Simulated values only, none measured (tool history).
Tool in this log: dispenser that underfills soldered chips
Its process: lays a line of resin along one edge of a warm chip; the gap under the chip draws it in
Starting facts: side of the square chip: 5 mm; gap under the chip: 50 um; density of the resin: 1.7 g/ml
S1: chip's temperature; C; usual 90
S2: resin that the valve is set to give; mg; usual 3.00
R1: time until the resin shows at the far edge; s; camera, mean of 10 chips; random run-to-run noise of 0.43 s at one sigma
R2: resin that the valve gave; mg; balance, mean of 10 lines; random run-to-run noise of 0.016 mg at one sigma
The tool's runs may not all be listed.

| run | day | S1 | S2 | R1 | R2 |
|---|---|---|---|---|---|
| 1 | 0.000 | 90 | 3.00 | 55.1 | 2.98 |
|  | 0.062 | new syringe of resin |
| 2 | 0.275 | 84 | 3.00 | 62.2 | 2.98 |
|  | 0.446 | new syringe of resin |
|  | 0.821 | new syringe of resin |
| 3 | 0.850 | 90 | 3.00 | 34.9 | 2.95 |
|  | 1.200 | new syringe of resin |
| 4 | 1.312 | 90 | 3.00 | 39.7 | 2.96 |
|  | 1.583 | new syringe of resin |
| 5 | 1.892 | 85 | 3.00 | 65.4 | 2.92 |
|  | 1.962 | new syringe of resin |
|  | 2.329 | new syringe of resin |
| 6 | 2.388 | 85 | 3.00 | 46.0 | 2.88 |
|  | 2.725 | new syringe of resin |
| 7 | 2.762 | 90 | 3.37 | 34.6 | 3.24 |
|  | 3.112 | new syringe of resin |
| 8 | 3.279 | 88 | 3.00 | 47.3 | 2.84 |
|  | 3.504 | new syringe of resin |
|  | 3.700 | dispensing valve cleaned and set on the balance |
|  | 3.917 | new syringe of resin |
| 9 | 3.917 | 96 | 3.00 | 25.3 | 2.99 |
| 10 | 4.183 | 76 | 3.00 | 97.9 | 2.97 |
|  | 4.283 | new syringe of resin |
|  | 4.654 | new syringe of resin |
| 11 | 4.683 | 90 | 3.00 | 35.8 | 2.98 |
|  | 5.033 | new syringe of resin |
| 12 | 5.288 | 89 | 3.68 | 48.5 | 3.62 |
|  | 5.417 | new syringe of resin |
|  | 5.808 | new syringe of resin |
| 13 | 5.817 | 81 | 2.91 | 53.3 | 2.81 |
|  | 6.200 | new syringe of resin |
| 14 | 6.242 | 82 | 2.80 | 54.0 | 2.69 |
|  | 6.592 | new syringe of resin |
| 15 | 6.592 | 90 | 3.36 | 32.7 | 3.21 |
|  | 7.000 | new syringe of resin |
| 16 | 7.088 | 90 | 3.36 | 37.5 | 3.20 |
|  | 7.392 | dispensing valve cleaned and set on the balance |
|  | 7.458 | new syringe of resin |
| 17 | 7.488 | 90 | 3.36 | 33.9 | 3.38 |
|  | 7.829 | new syringe of resin |
| 18 | 8.071 | 95 | 2.65 | 39.1 | 2.64 |
|  | 8.204 | new syringe of resin |
|  | 8.588 | new syringe of resin |
| 19 | 8.712 | 90 | 2.68 | 42.2 | 2.65 |
|  | 8.979 | new syringe of resin |
| 20 | 9.054 | 95 | 3.12 | 30.1 | 3.04 |
|  | 9.354 | new syringe of resin |
| 21 | 9.675 | 103 | 3.05 | 30.4 | 2.94 |
|  | 9.771 | new syringe of resin |
|  | 10.138 | new syringe of resin |
| 22 | 10.142 | 85 | 3.00 | 44.7 | 2.85 |

What if the next run were any one of these 3? Each begins from the tool's condition after run 22:
|  | 10.525 | new syringe of resin |
| A | 10.721 | 95 | 3.42 | ? | ? |
|  | 10.525 | new syringe of resin |
| B | 10.721 | 100 | 3.63 | ? | ? |
|  | 10.525 | new syringe of resin |
| C | 10.721 | 78 | 2.59 | ? | ? |

| run | R1 | R2 |
|---|---|---|
| A | 35.4 | 3.24 |
| B | 28.2 | 3.44 |
| C | 86.6 | 2.47 |
Stripped of hidden state, with their random variation kept, the same runs would have yielded:
| run | R1 | R2 |
|---|---|---|
| A | 23.4 | 3.42 |
| B | 18.7 | 3.63 |
| C | 56.0 | 2.60 |
